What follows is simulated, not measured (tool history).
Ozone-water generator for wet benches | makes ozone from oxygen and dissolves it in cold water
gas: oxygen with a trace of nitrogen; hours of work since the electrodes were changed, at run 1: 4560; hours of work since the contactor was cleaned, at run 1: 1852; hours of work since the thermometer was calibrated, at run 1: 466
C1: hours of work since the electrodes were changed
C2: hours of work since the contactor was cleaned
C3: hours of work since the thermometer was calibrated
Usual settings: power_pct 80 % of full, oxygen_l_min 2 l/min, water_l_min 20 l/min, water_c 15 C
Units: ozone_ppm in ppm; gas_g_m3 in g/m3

run 1 hour=0 | power_pct=80 oxygen_l_min=2 water_l_min=20 water_c=15 | C1=4560 C2=1852 C3=466 | ozone_ppm=14.6 gas_g_m3=220.1
run 2 hour=90.8 | power_pct=80 oxygen_l_min=2 water_l_min=20 water_c=15 | C1=4638 C2=1929 C3=544 | ozone_ppm=14.6 gas_g_m3=220.3
run 3 hour=186.5 | power_pct=80 oxygen_l_min=2 water_l_min=20 water_c=15 | C1=4720 C2=2011 C3=626 | ozone_ppm=14.4 gas_g_m3=218.9
run 4 hour=323.7 | power_pct=80 oxygen_l_min=2 water_l_min=20 water_c=15 | C1=4838 C2=2129 C3=744 | ozone_ppm=14.2 gas_g_m3=219.2
run 5 hour=387.7 | power_pct=80 oxygen_l_min=2 water_l_min=20 water_c=15 | C1=4892 C2=2184 C3=799 | ozone_ppm=14.5 gas_g_m3=220.1
run 6 hour=474.4 | power_pct=80 oxygen_l_min=2 water_l_min=14 water_c=15 | C1=4967 C2=2259 C3=873 | ozone_ppm=20.4 gas_g_m3=220
run 7 hour=598.6 | power_pct=80 oxygen_l_min=2 water_l_min=23 water_c=15 | C1=5073 C2=2365 C3=980 | ozone_ppm=12.4 gas_g_m3=218.8
run 8 hour=713.7 | power_pct=65 oxygen_l_min=2 water_l_min=20 water_c=15 | C1=5172 C2=2464 C3=1078 | ozone_ppm=12.6 gas_g_m3=189.9
run 9 hour=841.5 | power_pct=45 oxygen_l_min=2 water_l_min=20 water_c=15 | C1=5282 C2=2574 C3=1188 | ozone_ppm=9.9 gas_g_m3=149.5
run 10 hour=921.3 | power_pct=45 oxygen_l_min=2 water_l_min=20 water_c=15 | C1=5350 C2=2642 C3=1256 | ozone_ppm=9.8 gas_g_m3=148.6
run 11 hour=1040.3 | power_pct=80 oxygen_l_min=1.51 water_l_min=20 water_c=15 | C1=5452 C2=2744 C3=1359 | ozone_ppm=14.2 gas_g_m3=262.2
run 12 hour=1155.1 | power_pct=80 oxygen_l_min=1.51 water_l_min=20 water_c=15 | C1=5551 C2=2843 C3=1457 | ozone_ppm=14.2 gas_g_m3=261.5
run 13 hour=1297.6 | power_pct=80 oxygen_l_min=1.51 water_l_min=20 water_c=15 | C1=5673 C2=2965 C3=1579 | ozone_ppm=14.1 gas_g_m3=261.8
run 14 hour=1389.4 | power_pct=80 oxygen_l_min=2.98 water_l_min=20 water_c=15 | C1=5752 C2=3044 C3=1658 | ozone_ppm=15.2 gas_g_m3=173
run 15 hour=1470.2 | power_pct=80 oxygen_l_min=2.98 water_l_min=20 water_c=11 | C1=5821 C2=3113 C3=1727 | ozone_ppm=16.3 gas_g_m3=174.6
run 16 hour=1606 | power_pct=80 oxygen_l_min=2 water_l_min=20 water_c=15 | C1=5938 C2=3229 C3=1844 | ozone_ppm=14.6 gas_g_m3=220.7
run 17 hour=1755.4 | power_pct=80 oxygen_l_min=2 water_l_min=24 water_c=15 | C1=6066 C2=3358 C3=1972 | ozone_ppm=12.1 gas_g_m3=218.4
run 18 hour=1872.5 | power_pct=80 oxygen_l_min=1.74 water_l_min=20 water_c=7 | C1=6166 C2=3458 C3=2073 | ozone_ppm=14.7 gas_g_m3=237.3
run 19 hour=1938.3 | power_pct=80 oxygen_l_min=2.92 water_l_min=20 water_c=9 | C1=6223 C2=3515 C3=2129 | ozone_ppm=16.2 gas_g_m3=174.9
run 20 hour=2065.5 | power_pct=46 oxygen_l_min=2.77 water_l_min=20 water_c=22 | C1=6332 C2=3624 C3=2238 | ozone_ppm=10 gas_g_m3=123.2
run 21 hour=2154.9 | power_pct=46 oxygen_l_min=2.77 water_l_min=32 water_c=17 | C1=6409 C2=3700 C3=2315 | ozone_ppm=6.4 gas_g_m3=126.4
run 22 hour=2274.6 | power_pct=46 oxygen_l_min=2.77 water_l_min=32 water_c=17 | C1=6511 C2=3803 C3=2418 | ozone_ppm=6.5 gas_g_m3=123.8
run 23 hour=2366.5 | power_pct=46 oxygen_l_min=1.22 water_l_min=17 water_c=17 | C1=6590 C2=3882 C3=2496 | ozone_ppm=10.6 gas_g_m3=206
run 24 hour=2439.4 | power_pct=46 oxygen_l_min=1.22 water_l_min=17 water_c=17 | C1=6653 C2=3944 C3=2559 | ozone_ppm=10.6 gas_g_m3=206.9
run 25 hour=2501.9 | power_pct=46 oxygen_l_min=3.24 water_l_min=17 water_c=19 | C1=6706 C2=3998 C3=2613 | ozone_ppm=11.8 gas_g_m3=111.7
run 26 hour=2606.5 | power_pct=43 oxygen_l_min=2.63 water_l_min=22 water_c=8 | C1=6796 C2=4088 C3=2702 | ozone_ppm=9.7 gas_g_m3=122.9
run 27 hour=2669.1 | power_pct=43 oxygen_l_min=1.57 water_l_min=22 water_c=10 | C1=6850 C2=4141 C3=2756 | ozone_ppm=8.6 gas_g_m3=167.8
-- hour=2681.9 water thermometer calibrated
run 28 hour=2804.6 | power_pct=48 oxygen_l_min=1.2 water_l_min=12 water_c=10 | C1=6966 C2=4257 C3=105 | ozone_ppm=16.1 gas_g_m3=210.3
run 29 hour=2884.8 | power_pct=67 oxygen_l_min=1.2 water_l_min=20 water_c=10 | C1=7034 C2=4326 C3=174 | ozone_ppm=11.6 gas_g_m3=266
-- hour=2924.5 electrodes of the discharge changed
run 30 hour=3039.9 | power_pct=67 oxygen_l_min=1.2 water_l_min=20 water_c=10 | C1=99 C2=4454 C3=302 | ozone_ppm=12.1 gas_g_m3=266.6
run 31 hour=3183.9 | power_pct=67 oxygen_l_min=1.2 water_l_min=20 water_c=10 | C1=223 C2=4578 C3=426 | ozone_ppm=12.1 gas_g_m3=264.4
run 32 hour=3285.6 | power_pct=47 oxygen_l_min=2 water_l_min=24 water_c=15 | C1=310 C2=4665 C3=513 | ozone_ppm=8.5 gas_g_m3=154
run 33 hour=3348.6 | power_pct=47 oxygen_l_min=2 water_l_min=24 water_c=15 | C1=364 C2=4719 C3=567 | ozone_ppm=8.2 gas_g_m3=152.8
run 34 hour=3452.2 | power_pct=42 oxygen_l_min=2 water_l_min=28 water_c=8 | C1=453 C2=4808 C3=656 | ozone_ppm=7.1 gas_g_m3=142.2

3 ways to go on from here, each from the tool as it stands after run 34. What would each give?
-- hour=3481.2 contactor cleaned
run A hour=3549.9 | power_pct=86 oxygen_l_min=2 water_l_min=28 water_c=8 | C1=533 C2=59 C3=736 | ozone_ppm=? gas_g_m3=?
-- hour=3481.2 contactor cleaned
run B hour=3549.9 | power_pct=80 oxygen_l_min=1.66 water_l_min=20 water_c=11 | C1=533 C2=59 C3=736 | ozone_ppm=? gas_g_m3=?
-- hour=3481.2 contactor cleaned
run C hour=3549.9 | power_pct=80 oxygen_l_min=1.57 water_l_min=20 water_c=15 | C1=533 C2=59 C3=736 | ozone_ppm=? gas_g_m3=?

run=A ozone_ppm=11 gas_g_m3=230.4
run=B ozone_ppm=14.6 gas_g_m3=248.2
run=C ozone_ppm=13.9 gas_g_m3=254.7
Without the tool's hidden state the same runs would have given:
run=A ozone_ppm=11 gas_g_m3=230.4
run=B ozone_ppm=14.6 gas_g_m3=248.2
run=C ozone_ppm=13.9 gas_g_m3=254.8
